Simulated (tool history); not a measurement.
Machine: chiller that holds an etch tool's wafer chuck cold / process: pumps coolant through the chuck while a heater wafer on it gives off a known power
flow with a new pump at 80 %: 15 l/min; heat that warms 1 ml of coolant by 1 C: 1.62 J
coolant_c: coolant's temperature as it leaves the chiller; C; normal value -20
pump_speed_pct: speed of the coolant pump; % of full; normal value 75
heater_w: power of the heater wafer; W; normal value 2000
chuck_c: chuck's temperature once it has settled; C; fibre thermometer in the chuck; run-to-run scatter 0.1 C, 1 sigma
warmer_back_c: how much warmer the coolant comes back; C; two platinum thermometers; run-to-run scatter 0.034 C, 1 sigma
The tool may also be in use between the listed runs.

run	hour	coolant_c	pump_speed_pct	heater_w	chuck_c	warmer_back_c
1	0.0	-20	75	2000	-4.7	5.82
2	61.9	-20	75	2000	-4.7	5.85
3	137.8	-10	75	2000	5.3	5.84
# hour 208.2: chiller's thermometer calibrated
4	208.2	-10	75	2000	5.1	5.95
5	258.2	-10	75	2000	4.9	5.83
6	301.3	-10	68	2000	6.2	6.60
7	358.5	-10	61	1903	6.8	7.14
8	416.6	-10	61	1903	6.9	7.12
9	475.3	-10	61	1903	7.0	7.18
10	555.5	-13	100	2528	2.9	5.43

Below, some changes in chuck_c between adjacent runs. For each, the amount present without the hidden state too (settings, incoming material, random variation) and the amount remaining for the hidden state with gauge scatter not shared by both compared results:
The tool's hidden condition here consists of: heat passed by the chuck's channels, % of clean ones'; flow at a given pump speed, % of a new pump's; coolant's true temperature over the reading, C; drift of the gauge itself on chuck_c, C; drift of the gauge itself on warmer_back_c, C.
Run 2 -> 3: coolant_c -20 -> -10. chuck_c +10.0 C: hidden state +0.0, all else +10.0.
Run 3 -> 4: chiller's thermometer calibrated. chuck_c -0.2 C: hidden state -0.3, all else +0.1.
